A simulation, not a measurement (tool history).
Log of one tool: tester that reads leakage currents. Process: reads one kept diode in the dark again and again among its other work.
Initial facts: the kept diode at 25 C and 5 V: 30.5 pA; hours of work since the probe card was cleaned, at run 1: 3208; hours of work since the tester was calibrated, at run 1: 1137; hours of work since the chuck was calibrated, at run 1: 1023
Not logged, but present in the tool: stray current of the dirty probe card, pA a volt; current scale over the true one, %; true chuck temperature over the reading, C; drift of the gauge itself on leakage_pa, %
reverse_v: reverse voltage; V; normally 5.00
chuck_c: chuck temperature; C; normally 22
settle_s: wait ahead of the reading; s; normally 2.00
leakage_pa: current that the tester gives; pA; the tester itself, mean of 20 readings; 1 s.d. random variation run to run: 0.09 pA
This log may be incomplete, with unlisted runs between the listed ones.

run   hour  reverse_v  chuck_c  settle_s  hours of work since the probe card was cleaned  hours of work since the tester was calibrated  hours of work since the chuck was calibrated  leakage_pa
  1    0.0       5.00       22      2.00                                            3208                                           1137                                          1023       25.33
  2   30.5       5.00       22      2.00                                            3230                                           1159                                          1045       25.22
  3   78.6       5.00       22      2.00                                            3266                                           1195                                          1081       25.07
  4  116.4       5.00       22      2.00                                            3293                                           1222                                          1109       25.11
  5  138.4      16.65       22      2.00                                            3309                                           1238                                          1125       47.63
  6  182.2       1.22       22      2.00                                            3342                                           1271                                          1157       12.05
  7  203.6       1.22       32      2.00                                            3357                                           1286                                          1173       25.80
  8  235.8       5.00       22      2.00                                            3381                                           1310                                          1196       25.11
  9  281.1       5.00       22      2.00                                            3414                                           1343                                          1229       25.19
 10  301.9       2.10       22      2.00                                            3429                                           1358                                          1245       16.05
 11  347.5       2.10       22      2.00                                            3463                                           1392                                          1278       16.05
 12  388.1       2.10       22      2.00                                            3493                                           1422                                          1308       15.87
 13  413.1       5.00       22      2.00                                            3511                                           1440                                          1326       25.16
 14  446.5       5.00       22      3.55                                            3536                                           1465                                          1351       24.63
 15  466.4       9.78       22      2.00                                            3550                                           1479                                          1365       35.82
     482.1  -- probe card cleaned and baked
 16  506.8       5.00       22      2.00                                              18                                           1507                                          1393       25.08
 17  543.8       5.00       58      2.00                                              45                                           1534                                          1420      313.01
 18  590.5       5.00       58      1.23                                              80                                           1568                                          1454      314.45
 19  635.2       5.05       54      4.76                                             112                                           1601                                          1487      243.81
 20  671.2       5.05       54      4.76                                             139                                           1627                                          1514      242.11

For run 21, what comes out?
 21  706.2       5.05       54      4.76                                             164                                           1653                                          1539           ?

leakage_pa: 243.02 pA
Minus the tool's unlogged condition, the same run would have read leakage_pa 242.89 pA.
